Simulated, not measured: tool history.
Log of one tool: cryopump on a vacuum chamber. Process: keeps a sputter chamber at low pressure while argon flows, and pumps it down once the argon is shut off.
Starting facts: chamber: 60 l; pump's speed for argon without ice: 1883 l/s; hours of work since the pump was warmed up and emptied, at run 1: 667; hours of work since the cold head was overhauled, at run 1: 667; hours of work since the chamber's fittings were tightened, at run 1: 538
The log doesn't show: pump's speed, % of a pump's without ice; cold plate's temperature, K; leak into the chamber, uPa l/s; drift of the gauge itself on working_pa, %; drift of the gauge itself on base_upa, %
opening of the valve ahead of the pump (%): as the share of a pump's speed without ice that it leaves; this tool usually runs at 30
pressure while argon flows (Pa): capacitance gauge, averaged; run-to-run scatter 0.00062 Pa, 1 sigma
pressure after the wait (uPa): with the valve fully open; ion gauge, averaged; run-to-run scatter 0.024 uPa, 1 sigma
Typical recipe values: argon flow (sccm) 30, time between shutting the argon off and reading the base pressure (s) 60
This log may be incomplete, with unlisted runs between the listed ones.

run   hour  argon flow (sccm)  time between shutting the argon off and reading the base pressure (s)  opening of the valve ahead of the pump (%)  hours of work since the pump was warmed up and emptied  hours of work since the cold head was overhauled  hours of work since the chamber's fittings were tightened  pressure while argon flows (Pa)  pressure after the wait (uPa)
  1    0.0                 30                                                                     60                                          30                                                     667                                               667                                                        538                           0.0965                           1.33
  2   62.2                 30                                                                     33                                          30                                                     703                                               703                                                        575                           0.0971                           1.96
  3  130.1                 30                                                                     33                                          30                                                     743                                               743                                                        615                           0.0983                           2.05
  4  178.2                 30                                                                     60                                          30                                                     771                                               771                                                        643                           0.0985                           1.47
  5  214.1                 30                                                                     60                                          30                                                     792                                               792                                                        664                           0.0990                           1.52
  6  275.0                 26                                                                     60                                          30                                                     828                                               828                                                        699                           0.0846                           1.50
  7  337.3                 30                                                                     60                                          27                                                     864                                               864                                                        736                           0.1095                           1.61
     387.4  -- pump warmed up, emptied and cooled again
  8  410.0                 30                                                                     60                                          27                                                      13                                               904                                                        776                           0.1002                           1.34
  9  461.2                 22                                                                     60                                          30                                                      43                                               934                                                        806                           0.0660                           1.46

For run 10, what comes out?
 10  498.2                 29                                                                    207                                          26                                                      65                                               956                                                        827                                ?                              ?

{"run 10": {"pressure while argon flows (Pa)": 0.1013, "pressure after the wait (uPa)": 0.93}}
Were there no unlogged condition in the tool, this run, its random variation unchanged, would have produced pressure while argon flows (Pa) 0.1005, pressure after the wait (uPa) 0.35.

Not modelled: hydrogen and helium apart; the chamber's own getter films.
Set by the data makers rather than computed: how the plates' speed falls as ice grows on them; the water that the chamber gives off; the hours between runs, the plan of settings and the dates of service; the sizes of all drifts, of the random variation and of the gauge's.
